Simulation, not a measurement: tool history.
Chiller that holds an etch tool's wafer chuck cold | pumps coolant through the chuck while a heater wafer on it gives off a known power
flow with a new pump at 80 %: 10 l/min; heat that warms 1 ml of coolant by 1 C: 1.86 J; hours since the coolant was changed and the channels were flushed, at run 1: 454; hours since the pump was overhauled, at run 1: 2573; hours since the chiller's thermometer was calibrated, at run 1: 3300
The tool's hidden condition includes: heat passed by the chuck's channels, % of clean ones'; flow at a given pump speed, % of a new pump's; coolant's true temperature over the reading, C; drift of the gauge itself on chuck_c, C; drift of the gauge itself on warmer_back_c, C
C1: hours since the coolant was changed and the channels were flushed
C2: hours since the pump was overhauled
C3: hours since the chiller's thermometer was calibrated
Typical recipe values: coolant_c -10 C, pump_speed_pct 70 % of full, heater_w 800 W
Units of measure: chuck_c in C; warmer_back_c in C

{"run": 1, "hour": 0.0, "coolant_c": -10, "pump_speed_pct": 70, "heater_w": 800, "C1": 454, "C2": 2573, "C3": 3300, "chuck_c": -3.2, "warmer_back_c": 3.25}
{"run": 2, "hour": 102.8, "coolant_c": -10, "pump_speed_pct": 70, "heater_w": 800, "C1": 556, "C2": 2676, "C3": 3403, "chuck_c": -3.2, "warmer_back_c": 3.24}
{"run": 3, "hour": 207.1, "coolant_c": -10, "pump_speed_pct": 70, "heater_w": 800, "C1": 661, "C2": 2780, "C3": 3508, "chuck_c": -3.1, "warmer_back_c": 3.19}
{"run": 4, "hour": 315.1, "coolant_c": -10, "pump_speed_pct": 70, "heater_w": 800, "C1": 769, "C2": 2888, "C3": 3615, "chuck_c": -3.1, "warmer_back_c": 3.23}
{"run": 5, "hour": 431.6, "coolant_c": -10, "pump_speed_pct": 70, "heater_w": 800, "C1": 885, "C2": 3005, "C3": 3732, "chuck_c": -3.2, "warmer_back_c": 3.27}
{"run": 6, "hour": 578.6, "coolant_c": -10, "pump_speed_pct": 70, "heater_w": 800, "C1": 1032, "C2": 3152, "C3": 3879, "chuck_c": -3.2, "warmer_back_c": 3.27}
{"run": 7, "hour": 686.8, "coolant_c": -10, "pump_speed_pct": 70, "heater_w": 800, "C1": 1141, "C2": 3260, "C3": 3987, "chuck_c": -3.1, "warmer_back_c": 3.37}
{"run": 8, "hour": 796.8, "coolant_c": -10, "pump_speed_pct": 70, "heater_w": 800, "C1": 1251, "C2": 3370, "C3": 4097, "chuck_c": -2.9, "warmer_back_c": 3.31}
{"run": 9, "hour": 907.8, "coolant_c": -10, "pump_speed_pct": 70, "heater_w": 800, "C1": 1362, "C2": 3481, "C3": 4208, "chuck_c": -3.0, "warmer_back_c": 3.32}
{"run": 10, "hour": 1015.9, "coolant_c": -7, "pump_speed_pct": 70, "heater_w": 800, "C1": 1470, "C2": 3589, "C3": 4316, "chuck_c": 0.0, "warmer_back_c": 3.38}
{"run": 11, "hour": 1136.0, "coolant_c": -10, "pump_speed_pct": 70, "heater_w": 800, "C1": 1590, "C2": 3709, "C3": 4436, "chuck_c": -2.9, "warmer_back_c": 3.34}
{"run": 12, "hour": 1249.9, "coolant_c": -10, "pump_speed_pct": 70, "heater_w": 800, "C1": 1704, "C2": 3823, "C3": 4550, "chuck_c": -2.7, "warmer_back_c": 3.34}
{"run": 13, "hour": 1324.4, "coolant_c": -10, "pump_speed_pct": 70, "heater_w": 800, "C1": 1778, "C2": 3898, "C3": 4625, "chuck_c": -2.8, "warmer_back_c": 3.29}
{"run": 14, "hour": 1422.9, "coolant_c": -10, "pump_speed_pct": 70, "heater_w": 800, "C1": 1877, "C2": 3996, "C3": 4723, "chuck_c": -2.6, "warmer_back_c": 3.39}
{"run": 15, "hour": 1518.6, "coolant_c": -15, "pump_speed_pct": 70, "heater_w": 460, "C1": 1972, "C2": 4092, "C3": 4819, "chuck_c": -10.8, "warmer_back_c": 1.92}
{"run": 16, "hour": 1661.3, "coolant_c": -19, "pump_speed_pct": 70, "heater_w": 989, "C1": 2115, "C2": 4235, "C3": 4962, "chuck_c": -9.9, "warmer_back_c": 4.14}
{"run": 17, "hour": 1753.4, "coolant_c": -6, "pump_speed_pct": 95, "heater_w": 1174, "C1": 2207, "C2": 4327, "C3": 5054, "chuck_c": 2.4, "warmer_back_c": 3.54}
{"run": 18, "hour": 1885.8, "coolant_c": -6, "pump_speed_pct": 95, "heater_w": 1174, "C1": 2340, "C2": 4459, "C3": 5186, "chuck_c": 2.4, "warmer_back_c": 3.58}
{"run": 19, "hour": 2006.4, "coolant_c": -6, "pump_speed_pct": 95, "heater_w": 1174, "C1": 2460, "C2": 4580, "C3": 5307, "chuck_c": 2.4, "warmer_back_c": 3.6}
{"run": 20, "hour": 2130.7, "coolant_c": -6, "pump_speed_pct": 76, "heater_w": 653, "C1": 2584, "C2": 4704, "C3": 5431, "chuck_c": -0.4, "warmer_back_c": 2.57}
{"run": 21, "hour": 2201.1, "coolant_c": -1, "pump_speed_pct": 66, "heater_w": 827, "C1": 2655, "C2": 4774, "C3": 5501, "chuck_c": 7.3, "warmer_back_c": 3.79}
{"hour": 2233.3, "done": "chiller's thermometer calibrated"}
{"run": 22, "hour": 2346.9, "coolant_c": -14, "pump_speed_pct": 66, "heater_w": 432, "C1": 2800, "C2": 4919, "C3": 114, "chuck_c": -9.3, "warmer_back_c": 1.99}
{"run": 23, "hour": 2408.3, "coolant_c": -10, "pump_speed_pct": 75, "heater_w": 539, "C1": 2861, "C2": 4981, "C3": 175, "chuck_c": -4.8, "warmer_back_c": 2.15}

Hidden state or all else? Some run-to-run changes of chuck_c, split into what the settings, what came in and random variation would give without the hidden state, and what is left for the hidden state (with any gauge scatter that isn't in both results):
Run 15 -> 16: coolant_c -15 -> -19, heater_w 460 -> 989. chuck_c +0.9 C: hidden state +0.8, all else +0.1.
Run 16 -> 17: coolant_c -19 -> -6, pump_speed_pct 70 -> 95, heater_w 989 -> 1174. chuck_c +12.3 C: hidden state -0.1, all else +12.4.
Run 20 -> 21: coolant_c -6 -> -1, pump_speed_pct 76 -> 66, heater_w 653 -> 827. chuck_c +7.7 C: hidden state +0.5, all else +7.2.
Run 21 -> 22: coolant_c -1 -> -14, heater_w 827 -> 432, chiller's thermometer calibrated. chuck_c -16.6 C: hidden state -0.2, all else -16.4.
